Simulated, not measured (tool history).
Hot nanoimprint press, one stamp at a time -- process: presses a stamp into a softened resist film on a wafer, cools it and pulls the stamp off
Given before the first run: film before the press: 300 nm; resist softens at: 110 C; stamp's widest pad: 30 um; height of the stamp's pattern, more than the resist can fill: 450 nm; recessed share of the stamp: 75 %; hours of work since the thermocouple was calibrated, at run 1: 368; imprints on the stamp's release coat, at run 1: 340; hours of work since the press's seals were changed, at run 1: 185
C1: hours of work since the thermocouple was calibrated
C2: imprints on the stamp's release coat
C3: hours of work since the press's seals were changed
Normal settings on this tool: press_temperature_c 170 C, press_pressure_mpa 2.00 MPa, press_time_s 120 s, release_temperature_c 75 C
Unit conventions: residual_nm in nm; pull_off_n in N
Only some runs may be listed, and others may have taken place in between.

Run 1, hour 0.0: usual settings; C1 368; C2 340; C3 185. Result: residual_nm 155.4 nm, pull_off_n 172 N.
At hour 4.0: plate thermocouple calibrated.
Run 2, hour 10.8: usual settings; C1 4; C2 371; C3 190. Result: residual_nm 144.9 nm, pull_off_n 171 N.
Run 3, hour 18.7: usual settings but press_time_s 230 s; C1 9; C2 403; C3 194. Result: residual_nm 111.1 nm, pull_off_n 167 N.
Run 4, hour 29.6: usual settings but press_pressure_mpa 1.36 MPa; C1 16; C2 446; C3 201. Result: residual_nm 167.4 nm, pull_off_n 172 N.
Run 5, hour 37.7: usual settings but press_pressure_mpa 2.33 MPa; C1 20; C2 479; C3 206. Result: residual_nm 138.4 nm, pull_off_n 169 N.
Run 6, hour 52.7: usual settings but press_pressure_mpa 2.33 MPa, press_time_s 132 s; C1 30; C2 539; C3 215. Result: residual_nm 132.1 nm, pull_off_n 172 N.
Run 7, hour 62.5: usual settings but press_temperature_c 159 C, press_pressure_mpa 1.51 MPa, press_time_s 65 s, release_temperature_c 82 C; C1 36; C2 579; C3 221. Result: residual_nm 267.6 nm, pull_off_n 149 N.
Run 8, hour 76.3: usual settings but press_temperature_c 159 C, press_pressure_mpa 1.51 MPa, press_time_s 156 s, release_temperature_c 61 C; C1 44; C2 634; C3 229. Result: residual_nm 229.3 nm, pull_off_n 248 N.
Run 9, hour 83.2: usual settings but press_temperature_c 159 C, press_pressure_mpa 1.51 MPa, press_time_s 156 s, release_temperature_c 61 C; C1 48; C2 662; C3 234. Result: residual_nm 232.7 nm, pull_off_n 255 N.
Run 10, hour 93.0: usual settings but press_time_s 182 s, release_temperature_c 61 C; C1 54; C2 701; C3 240. Result: residual_nm 124.5 nm, pull_off_n 266 N.
Run 11, hour 108.9: usual settings but press_time_s 162 s, release_temperature_c 70 C; C1 64; C2 765; C3 249. Result: residual_nm 129.2 nm, pull_off_n 217 N.

Alternative continuations, all from the tool just after run 11; predict every row:
Run A, hour 119.2: usual settings but press_temperature_c 165 C, press_time_s 162 s, release_temperature_c 70 C; C1 70; C2 806; C3 256. Result: residual_nm ?, pull_off_n ?.
Run B, hour 119.2: usual settings but press_pressure_mpa 1.37 MPa; C1 70; C2 806; C3 256. Result: residual_nm ?, pull_off_n ?.
Run C, hour 119.2: usual settings but press_temperature_c 180 C, press_time_s 162 s, release_temperature_c 70 C; C1 70; C2 806; C3 256. Result: residual_nm ?, pull_off_n ?.
Run D, hour 119.2: usual settings but press_temperature_c 171 C, press_pressure_mpa 1.55 MPa, release_temperature_c 64 C; C1 70; C2 806; C3 256. Result: residual_nm ?, pull_off_n ?.

run  residual_nm  pull_off_n
  A        167.8         216
  B        170.6         196
  C         80.5         218
  D        154.6         252
With the hidden condition removed and each run's random variation left untouched, the same runs would have given:
run  residual_nm  pull_off_n
  A        164.8         156
  B        168.0         141
  C         79.0         158
  D        152.1         182
